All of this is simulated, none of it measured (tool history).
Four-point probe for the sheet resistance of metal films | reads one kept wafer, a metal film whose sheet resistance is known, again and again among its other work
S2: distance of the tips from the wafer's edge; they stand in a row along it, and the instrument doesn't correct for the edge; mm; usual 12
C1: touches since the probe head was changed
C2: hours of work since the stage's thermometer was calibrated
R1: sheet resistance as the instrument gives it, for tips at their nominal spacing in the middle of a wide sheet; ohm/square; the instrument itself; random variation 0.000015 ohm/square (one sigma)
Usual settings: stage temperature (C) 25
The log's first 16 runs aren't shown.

{"hour": 1053.9, "done": "new probe head fitted"}
{"run": 17, "hour": 1096.2, "stage temperature (C)": 27, "S2": 18, "C1": 2708, "C2": 160, "R1": 0.073697}
{"run": 18, "hour": 1191.0, "stage temperature (C)": 19, "S2": 4, "C1": 8782, "C2": 230, "R1": 0.076071}
{"run": 19, "hour": 1239.6, "stage temperature (C)": 23, "S2": 14, "C1": 11892, "C2": 266, "R1": 0.073847}
{"run": 20, "hour": 1345.5, "stage temperature (C)": 31, "S2": 65, "C1": 18678, "C2": 344, "R1": 0.073674}
{"run": 21, "hour": 1431.4, "stage temperature (C)": 22, "S2": 11, "C1": 24178, "C2": 408, "R1": 0.074103}
{"run": 22, "hour": 1514.9, "stage temperature (C)": 22, "S2": 11, "C1": 29523, "C2": 469, "R1": 0.074145}
{"run": 23, "hour": 1612.6, "stage temperature (C)": 26, "S2": 6, "C1": 35781, "C2": 542, "R1": 0.074906}
{"run": 24, "hour": 1674.0, "stage temperature (C)": 26, "S2": 6, "C1": 39710, "C2": 587, "R1": 0.074936}
{"run": 25, "hour": 1762.2, "stage temperature (C)": 27, "S2": 9, "C1": 45357, "C2": 652, "R1": 0.074378}
{"run": 26, "hour": 1844.8, "stage temperature (C)": 31, "S2": 62, "C1": 50647, "C2": 713, "R1": 0.07391}
{"run": 27, "hour": 1958.2, "stage temperature (C)": 31, "S2": 62, "C1": 57911, "C2": 797, "R1": 0.073953}
{"run": 28, "hour": 2014.7, "stage temperature (C)": 23, "S2": 25, "C1": 61532, "C2": 839, "R1": 0.074061}
{"run": 29, "hour": 2105.3, "stage temperature (C)": 34, "S2": 12, "C1": 67330, "C2": 906, "R1": 0.074243}
{"run": 30, "hour": 2202.0, "stage temperature (C)": 34, "S2": 12, "C1": 73523, "C2": 978, "R1": 0.074321}
{"run": 31, "hour": 2259.0, "stage temperature (C)": 22, "S2": 29, "C1": 77171, "C2": 1020, "R1": 0.074192}
{"run": 32, "hour": 2360.9, "stage temperature (C)": 23, "S2": 5, "C1": 83699, "C2": 1095, "R1": 0.075737}

3 ways to go on from here, each from the tool as it stands after run 32. What would each give?
{"hour": 2429.7, "done": "new probe head fitted"}
{"run": "A", "hour": 2439.6, "stage temperature (C)": 27, "S2": 12, "C1": 634, "C2": 1153, "R1": "?"}
{"hour": 2429.7, "done": "new probe head fitted"}
{"run": "B", "hour": 2439.6, "stage temperature (C)": 32, "S2": 41, "C1": 634, "C2": 1153, "R1": "?"}
{"hour": 2429.7, "done": "new probe head fitted"}
{"run": "C", "hour": 2439.6, "stage temperature (C)": 28, "S2": 5, "C1": 634, "C2": 1153, "R1": "?"}

run=A R1=0.074606
run=B R1=0.0743
run=C R1=0.075866
Without the tool's hidden state the same runs would have given:
run=A R1=0.074372
run=B R1=0.074065
run=C R1=0.075628
